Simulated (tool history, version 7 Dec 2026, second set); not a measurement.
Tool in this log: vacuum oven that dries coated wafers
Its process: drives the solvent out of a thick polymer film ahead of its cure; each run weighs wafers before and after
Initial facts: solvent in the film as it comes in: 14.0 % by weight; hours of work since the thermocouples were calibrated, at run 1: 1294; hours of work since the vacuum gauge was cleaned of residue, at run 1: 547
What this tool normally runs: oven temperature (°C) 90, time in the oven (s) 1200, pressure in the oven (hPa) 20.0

run   hour  oven temperature (°C)  time in the oven (s)  pressure in the oven (hPa)  hours of work since the thermocouples were calibrated  hours of work since the vacuum gauge was cleaned of residue  solvent left in the film (%)
  1    0.0                     90                  1200                        20.0                                                   1294                                                          547                          2.79
  2   16.5                     90                  1200                        20.0                                                   1308                                                          560                          2.78
  3   31.9                     90                  1200                        20.0                                                   1320                                                          573                          2.78
  4   60.4                     90                  1200                        20.0                                                   1343                                                          595                          2.78
  5   84.5                     90                  1200                        20.0                                                   1362                                                          615                          2.76
  6  111.2                     90                  1200                        20.0                                                   1383                                                          636                          2.80
  7  140.3                     90                  1200                        20.0                                                   1406                                                          659                          2.76
  8  162.0                     90                  1200                        20.0                                                   1423                                                          676                          2.78
  9  191.5                     90                  1200                        20.0                                                   1447                                                          700                          2.78
 10  221.4                     90                  1200                        20.0                                                   1471                                                          724                          2.75
 11  245.0                     90                  1200                        45.0                                                   1489                                                          742                          3.90
 12  261.9                     99                  1200                        20.0                                                   1503                                                          756                          1.54
 13  277.6                     90                  1200                        20.0                                                   1515                                                          768                          2.76
 14  301.8                     90                  1200                        20.0                                                   1535                                                          787                          2.77

Estimate the outcome of run 15 from the log above:
 15  327.0                     89                   900                        40.4                                                   1555                                                          808                             ?

Logged for run 15: solvent left in the film (%) 4.74.
On a tool with no hidden condition, and with the same random variation, this run would have come out at solvent left in the film (%) 4.94.
